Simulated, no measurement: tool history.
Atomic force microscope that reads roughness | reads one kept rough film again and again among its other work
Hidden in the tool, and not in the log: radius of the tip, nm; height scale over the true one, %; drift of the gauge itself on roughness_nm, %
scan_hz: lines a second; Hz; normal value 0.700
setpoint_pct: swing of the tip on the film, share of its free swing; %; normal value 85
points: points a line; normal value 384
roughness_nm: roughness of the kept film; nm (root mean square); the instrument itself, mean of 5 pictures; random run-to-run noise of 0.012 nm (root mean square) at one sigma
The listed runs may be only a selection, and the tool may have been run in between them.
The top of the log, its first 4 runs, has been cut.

run   hour  scan_hz  setpoint_pct  points  pictures with this tip  hours of work since the height scale was calibrated  roughness_nm
  5  139.6    0.700            85    1005                      99                                                  323         2.389
  6  183.8    0.700            85     384                     163                                                  355         2.092
  7  214.3    0.700            85     384                     208                                                  377         1.985
     225.7  -- new tip fitted
  8  245.6    0.700            85     384                      29                                                  399         2.631
  9  276.0    0.894            85     384                      74                                                  421         2.390
 10  313.4    0.894            85     384                     128                                                  448         2.190
 11  333.6    0.894            85     384                     157                                                  462         2.075
 12  375.0    0.894            85     384                     218                                                  492         1.902
     379.0  -- new tip fitted
 13  415.4    0.894            85     384                      53                                                  521         2.474
 14  439.6    0.821            85     384                      88                                                  538         2.352
 15  458.1    0.821            85     384                     115                                                  552         2.246
 16  494.9    2.683            85     384                     168                                                  578         1.689
     533.7  -- new tip fitted
 17  536.9    0.700            85     342                       5                                                  608         2.763
 18  581.7    0.700            85     342                      70                                                  640         2.473
 19  622.7    0.700            85     766                     130                                                  669         2.244
 20  665.8    0.700            85     766                     192                                                  700         2.051
     688.8  -- new tip fitted
 21  699.3    0.700            85     766                      15                                                  724         2.716
 22  742.0    0.700            85     766                      77                                                  755         2.483
 23  781.0    0.700            85     766                     134                                                  783         2.258
 24  803.9    0.669            85     638                     167                                                  799         2.163
 25  826.8    0.757            76     384                     201                                                  816         2.059
     844.4  -- new tip fitted
 26  871.3    0.560            76     332                      39                                                  847         2.681
 27  911.7    0.560            76     332                      98                                                  876         2.410

Run 28 comes next. What will it give?
 28  947.6    0.970            63     359                     150                                                  902             ?

{"run 28": {"roughness_nm": 2.256}}
With the hidden condition absent and the run-to-run variation left alone, this run would have shown roughness_nm 2.989 nm (root mean square).

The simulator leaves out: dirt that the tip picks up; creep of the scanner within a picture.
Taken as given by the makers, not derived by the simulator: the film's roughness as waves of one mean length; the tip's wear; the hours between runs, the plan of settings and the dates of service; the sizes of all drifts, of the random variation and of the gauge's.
